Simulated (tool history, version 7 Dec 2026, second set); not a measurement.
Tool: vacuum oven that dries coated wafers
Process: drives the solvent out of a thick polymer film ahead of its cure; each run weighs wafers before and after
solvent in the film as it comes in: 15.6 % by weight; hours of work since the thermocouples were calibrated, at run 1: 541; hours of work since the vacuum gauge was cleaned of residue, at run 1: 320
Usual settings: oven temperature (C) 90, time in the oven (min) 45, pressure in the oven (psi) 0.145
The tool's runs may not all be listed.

run	hour	oven temperature (C)	time in the oven (min)	pressure in the oven (psi)	hours of work since the thermocouples were calibrated	hours of work since the vacuum gauge was cleaned of residue	solvent left in the film (%)
1	0.0	90	45	0.145	541	320	2.49
2	34.5	90	45	0.145	566	345	2.42
3	106.2	90	45	0.145	619	398	2.48
4	139.4	90	45	0.145	643	422	2.41
5	190.9	90	45	0.145	680	459	2.42
6	251.0	93	45	0.145	724	503	1.89
7	280.1	93	45	0.145	745	524	1.85
8	344.1	93	45	0.145	792	571	1.87
9	378.8	90	45	0.145	817	596	2.39
10	443.9	90	45	0.145	864	643	2.38
11	484.9	90	68	0.145	894	673	1.24
12	548.7	90	45	0.145	941	720	2.34
13	597.4	90	45	0.145	976	755	2.41
14	649.1	90	63	0.145	1014	793	1.37
15	694.1	90	63	0.145	1047	826	1.38
# hour 730.4: oven's thermocouples calibrated
16	745.5	90	63	0.145	11	862	1.63
17	813.4	90	51	0.145	60	911	2.28
18	861.6	90	45	0.271	96	946	3.07
19	894.7	90	45	0.132	120	970	2.68
20	948.9	90	45	0.132	159	1010	2.65
21	1017.8	84	45	0.145	209	1060	4.03
22	1089.5	84	45	0.145	261	1112	4.04
23	1141.2	84	45	0.145	299	1150	4.03
24	1193.7	90	45	0.145	337	1188	2.63
25	1253.4	90	45	0.145	381	1231	2.68
26	1320.4	93	65	0.421	430	1280	1.87
27	1366.4	93	65	0.421	463	1314	1.87
28	1417.7	93	65	0.421	500	1351	1.87
29	1452.1	93	65	0.421	525	1376	1.84
30	1486.8	89	42	0.238	551	1401	3.32
31	1557.2	88	39	0.196	602	1453	3.69
32	1592.4	75	71	0.135	628	1478	4.23
33	1638.0	87	25	0.125	661	1511	5.77
34	1708.4	84	58	0.193	712	1563	3.11
35	1752.0	95	39	0.074	744	1594	1.98
36	1815.8	95	39	0.074	790	1641	1.98
37	1851.2	95	39	0.074	816	1667	1.98
38	1894.9	95	39	0.074	848	1698	1.95
39	1929.6	90	56	0.573	873	1724	3.03
40	1985.0	82	60	0.403	913	1764	4.12
41	2056.2	82	38	0.162	965	1816	5.12
42	2127.5	92	38	0.162	1017	1868	2.80
43	2173.0	76	45	0.461	1050	1901	6.93
# hour 2200.4: oven's thermocouples calibrated
44	2225.7	90	55	0.117	18	1938	2.00
45	2272.0	101	55	0.429	52	1971	1.36
46	2324.7	101	55	0.429	90	2010	1.38
47	2378.8	76	30	0.238	130	2049	8.09

Forecast each of these 4 alternatives for the next run:
A	2443.0	104	39	0.145	177	2096	?
B	2443.0	95	40	0.075	177	2096	?
C	2443.0	78	48	0.306	177	2096	?
D	2443.0	76	75	0.133	177	2096	?

run	solvent left in the film (%)
A	1.02
B	2.04
C	5.94
D	3.98
Without the tool's hidden state the same runs would have given:
run	solvent left in the film (%)
A	0.96
B	2.00
C	5.88
D	3.84
